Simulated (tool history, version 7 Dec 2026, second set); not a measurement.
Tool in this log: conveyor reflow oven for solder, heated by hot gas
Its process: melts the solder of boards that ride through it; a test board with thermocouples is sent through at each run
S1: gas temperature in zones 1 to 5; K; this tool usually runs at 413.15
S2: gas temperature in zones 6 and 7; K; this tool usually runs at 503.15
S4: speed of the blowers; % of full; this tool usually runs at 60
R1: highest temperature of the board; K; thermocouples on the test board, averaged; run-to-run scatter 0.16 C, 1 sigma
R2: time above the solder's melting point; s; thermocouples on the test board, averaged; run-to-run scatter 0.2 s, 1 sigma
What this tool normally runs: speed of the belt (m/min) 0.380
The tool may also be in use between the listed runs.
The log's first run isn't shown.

run 2 hour=6.2 | S1=413.15 S2=503.15 speed_of_the_belt_(m/min)=0.380 S4=60 | R1=487.05 R2=68.5
run 3 hour=15.4 | S1=413.15 S2=503.15 speed_of_the_belt_(m/min)=0.380 S4=60 | R1=486.85 R2=68.6
run 4 hour=26.8 | S1=413.15 S2=503.15 speed_of_the_belt_(m/min)=0.380 S4=60 | R1=487.05 R2=68.6
run 5 hour=34.3 | S1=413.15 S2=503.15 speed_of_the_belt_(m/min)=0.380 S4=60 | R1=486.85 R2=68.2
run 6 hour=44.6 | S1=413.15 S2=503.15 speed_of_the_belt_(m/min)=0.380 S4=60 | R1=486.95 R2=68.5
run 7 hour=55.8 | S1=413.15 S2=503.15 speed_of_the_belt_(m/min)=0.380 S4=60 | R1=486.95 R2=69.3
run 8 hour=63.2 | S1=413.15 S2=503.15 speed_of_the_belt_(m/min)=0.407 S4=60 | R1=485.05 R2=61.0
run 9 hour=74.2 | S1=413.15 S2=503.15 speed_of_the_belt_(m/min)=0.407 S4=60 | R1=484.75 R2=61.4
run 10 hour=84.9 | S1=413.15 S2=503.15 speed_of_the_belt_(m/min)=0.407 S4=60 | R1=484.95 R2=61.3
run 11 hour=97.5 | S1=413.15 S2=503.15 speed_of_the_belt_(m/min)=0.407 S4=60 | R1=484.95 R2=60.9
run 12 hour=109.5 | S1=413.15 S2=503.15 speed_of_the_belt_(m/min)=0.407 S4=60 | R1=484.85 R2=60.9
run 13 hour=117.0 | S1=413.15 S2=503.15 speed_of_the_belt_(m/min)=0.407 S4=60 | R1=484.95 R2=60.9
run 14 hour=129.3 | S1=418.15 S2=503.15 speed_of_the_belt_(m/min)=0.380 S4=60 | R1=488.15 R2=71.6
run 15 hour=135.6 | S1=413.15 S2=503.15 speed_of_the_belt_(m/min)=0.380 S4=60 | R1=487.35 R2=68.4
run 16 hour=143.8 | S1=413.15 S2=503.15 speed_of_the_belt_(m/min)=0.380 S4=60 | R1=487.15 R2=68.5
run 17 hour=149.3 | S1=413.15 S2=503.15 speed_of_the_belt_(m/min)=0.380 S4=86 | R1=493.65 R2=76.3
run 18 hour=154.4 | S1=413.15 S2=497.15 speed_of_the_belt_(m/min)=0.380 S4=86 | R1=488.05 R2=72.4
run 19 hour=161.8 | S1=413.15 S2=497.15 speed_of_the_belt_(m/min)=0.380 S4=86 | R1=487.75 R2=71.9
run 20 hour=171.4 | S1=407.15 S2=503.15 speed_of_the_belt_(m/min)=0.392 S4=60 | R1=484.85 R2=60.9
run 21 hour=179.7 | S1=407.15 S2=503.15 speed_of_the_belt_(m/min)=0.392 S4=60 | R1=484.65 R2=61.4
run 22 hour=188.6 | S1=413.15 S2=508.15 speed_of_the_belt_(m/min)=0.335 S4=51 | R1=492.25 R2=83.5
run 23 hour=199.8 | S1=413.15 S2=508.15 speed_of_the_belt_(m/min)=0.335 S4=51 | R1=492.45 R2=83.2

Predict the results of run 24:
run 24 hour=208.1 | S1=413.15 S2=508.15 speed_of_the_belt_(m/min)=0.335 S4=51 | R1=? R2=?

R1: 492.05 K
R2: 83.1 s
Take away the tool's hidden state, keep the run-to-run variation as it was, and the same run would have given R1 492.05 K, R2 83.1 s.
